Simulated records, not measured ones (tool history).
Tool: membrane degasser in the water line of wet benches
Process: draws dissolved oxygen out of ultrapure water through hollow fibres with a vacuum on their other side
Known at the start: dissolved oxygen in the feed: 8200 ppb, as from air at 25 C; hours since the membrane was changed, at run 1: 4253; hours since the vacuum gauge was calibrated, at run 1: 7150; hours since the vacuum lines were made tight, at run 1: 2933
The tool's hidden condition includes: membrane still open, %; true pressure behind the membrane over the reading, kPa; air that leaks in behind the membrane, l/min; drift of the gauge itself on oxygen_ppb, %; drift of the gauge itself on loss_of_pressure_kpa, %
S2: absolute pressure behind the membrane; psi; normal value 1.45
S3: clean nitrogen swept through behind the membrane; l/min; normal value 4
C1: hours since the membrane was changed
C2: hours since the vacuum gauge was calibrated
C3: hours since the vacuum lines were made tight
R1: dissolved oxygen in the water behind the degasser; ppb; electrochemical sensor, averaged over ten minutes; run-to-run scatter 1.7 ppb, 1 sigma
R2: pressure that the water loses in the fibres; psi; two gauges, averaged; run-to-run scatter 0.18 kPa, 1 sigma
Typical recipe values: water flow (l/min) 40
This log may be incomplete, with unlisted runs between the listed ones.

run 1 hour=0 | water_flow_(l/min)=40 S2=1.45 S3=4 | C1=4253 C2=7150 C3=2933 | R1=197 R2=4.712
run 2 hour=314.5 | water_flow_(l/min)=40 S2=1.45 S3=4 | C1=4567 C2=7465 C3=3247 | R1=194.9 R2=4.692
run 3 hour=472.9 | water_flow_(l/min)=40 S2=1.45 S3=4 | C1=4726 C2=7623 C3=3406 | R1=195.4 R2=4.711
run 4 hour=698.9 | water_flow_(l/min)=40 S2=1.45 S3=4 | C1=4952 C2=7849 C3=3631 | R1=194.4 R2=4.702
-- hour=736.4 vacuum gauge calibrated
-- hour=949.3 seals of the vacuum lines changed
run 5 hour=1022 | water_flow_(l/min)=40 S2=1.45 S3=3.48 | C1=5272 C2=284 C3=73 | R1=219.1 R2=4.679
run 6 hour=1318.6 | water_flow_(l/min)=40 S2=1.45 S3=3.48 | C1=5569 C2=580 C3=369 | R1=219.6 R2=4.701
run 7 hour=1543.5 | water_flow_(l/min)=40 S2=1.45 S3=3.48 | C1=5794 C2=805 C3=594 | R1=219.8 R2=4.698
run 8 hour=1758.3 | water_flow_(l/min)=40 S2=1.45 S3=3.48 | C1=6009 C2=1020 C3=809 | R1=216.8 R2=4.692
run 9 hour=2084.9 | water_flow_(l/min)=40 S2=1.45 S3=2.26 | C1=6335 C2=1346 C3=1136 | R1=303.5 R2=4.672
run 10 hour=2409.5 | water_flow_(l/min)=40 S2=1.45 S3=2.26 | C1=6660 C2=1671 C3=1460 | R1=303.9 R2=4.633
run 11 hour=2644.6 | water_flow_(l/min)=39 S2=1.45 S3=4 | C1=6895 C2=1906 C3=1695 | R1=189.4 R2=4.547
run 12 hour=2955.4 | water_flow_(l/min)=39 S2=1.45 S3=4 | C1=7206 C2=2217 C3=2006 | R1=188.9 R2=4.444
run 13 hour=3268.3 | water_flow_(l/min)=40 S2=1.45 S3=4 | C1=7519 C2=2530 C3=2319 | R1=196.6 R2=4.664
-- hour=3396.6 gauge calibrated
run 14 hour=3595.5 | water_flow_(l/min)=40 S2=1.45 S3=4 | C1=7846 C2=2857 C3=2646 | R1=194.9 R2=4.769
run 15 hour=3746.3 | water_flow_(l/min)=40 S2=1.45 S3=4 | C1=7997 C2=3008 C3=2797 | R1=196.2 R2=4.705
run 16 hour=4035.9 | water_flow_(l/min)=40 S2=1.45 S3=4 | C1=8286 C2=3298 C3=3087 | R1=196.6 R2=4.698

For run 17, what comes out?
run 17 hour=4210 | water_flow_(l/min)=44 S2=1.57 S3=4 | C1=8460 C2=3472 C3=3261 | R1=? R2=?

{"run 17": {"R1": 243.8, "R2": 5.185}}
If the tool had no hidden condition, the same run with the same run-to-run variation would have returned R1 243.5 ppb, R2 5.217 psi.
